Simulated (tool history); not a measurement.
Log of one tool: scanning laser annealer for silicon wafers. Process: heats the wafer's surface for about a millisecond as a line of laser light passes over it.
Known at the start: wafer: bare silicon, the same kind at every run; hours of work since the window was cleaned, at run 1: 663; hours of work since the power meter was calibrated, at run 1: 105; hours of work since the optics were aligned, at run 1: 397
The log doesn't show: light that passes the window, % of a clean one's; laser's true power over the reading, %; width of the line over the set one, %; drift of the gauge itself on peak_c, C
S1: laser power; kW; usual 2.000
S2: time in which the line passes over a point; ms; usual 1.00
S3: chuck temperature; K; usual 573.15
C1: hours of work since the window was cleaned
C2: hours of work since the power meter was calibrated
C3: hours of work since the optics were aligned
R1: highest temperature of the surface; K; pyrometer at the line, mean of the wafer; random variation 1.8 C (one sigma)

run 1 day=0.000 | S1=2.000 S2=1.00 S3=573.15 | C1=663 C2=105 C3=397 | R1=1273.15
-- day=0.458 window over the wafer cleaned
run 2 day=0.692 | S1=2.000 S2=1.00 S3=573.15 | C1=4 C2=115 C3=407 | R1=1294.15
run 3 day=1.688 | S1=2.000 S2=0.97 S3=573.15 | C1=21 C2=132 C3=424 | R1=1284.15
run 4 day=2.796 | S1=2.000 S2=1.00 S3=573.15 | C1=40 C2=151 C3=443 | R1=1292.15
run 5 day=3.279 | S1=1.833 S2=1.00 S3=573.15 | C1=48 C2=159 C3=452 | R1=1230.15
run 6 day=4.392 | S1=1.833 S2=1.00 S3=573.15 | C1=67 C2=178 C3=471 | R1=1226.15
run 7 day=5.338 | S1=2.000 S2=0.79 S3=573.15 | C1=84 C2=195 C3=487 | R1=1217.15
run 8 day=6.208 | S1=2.056 S2=1.12 S3=573.15 | C1=99 C2=210 C3=502 | R1=1347.15
run 9 day=7.367 | S1=2.000 S2=0.97 S3=596.15 | C1=118 C2=229 C3=522 | R1=1302.15
run 10 day=7.967 | S1=2.000 S2=0.97 S3=596.15 | C1=129 C2=240 C3=532 | R1=1301.15
run 11 day=8.504 | S1=2.000 S2=1.00 S3=555.15 | C1=138 C2=249 C3=541 | R1=1270.15
run 12 day=9.067 | S1=2.000 S2=1.00 S3=555.15 | C1=147 C2=258 C3=551 | R1=1269.15
run 13 day=9.850 | S1=2.131 S2=0.77 S3=588.15 | C1=161 C2=272 C3=564 | R1=1270.15
run 14 day=10.471 | S1=2.131 S2=0.77 S3=569.15 | C1=172 C2=283 C3=575 | R1=1248.15

Forecast each of these 5 alternatives for the next run:
run A day=11.529 | S1=2.000 S2=1.17 S3=573.15 | C1=190 C2=301 C3=593 | R1=?
run B day=11.529 | S1=1.786 S2=1.13 S3=566.15 | C1=190 C2=301 C3=593 | R1=?
run C day=11.529 | S1=2.057 S2=0.84 S3=580.15 | C1=190 C2=301 C3=593 | R1=?
run D day=11.529 | S1=1.959 S2=0.77 S3=538.15 | C1=190 C2=301 C3=593 | R1=?
run E day=11.529 | S1=1.986 S2=0.89 S3=569.15 | C1=190 C2=301 C3=593 | R1=?

run=A R1=1335.15
run=B R1=1236.15
run=C R1=1259.15
run=D R1=1158.15
run=E R1=1237.15
Without the tool's hidden state the same runs would have given:
run=A R1=1353.15
run=B R1=1252.15
run=C R1=1275.15
run=D R1=1172.15
run=E R1=1253.15
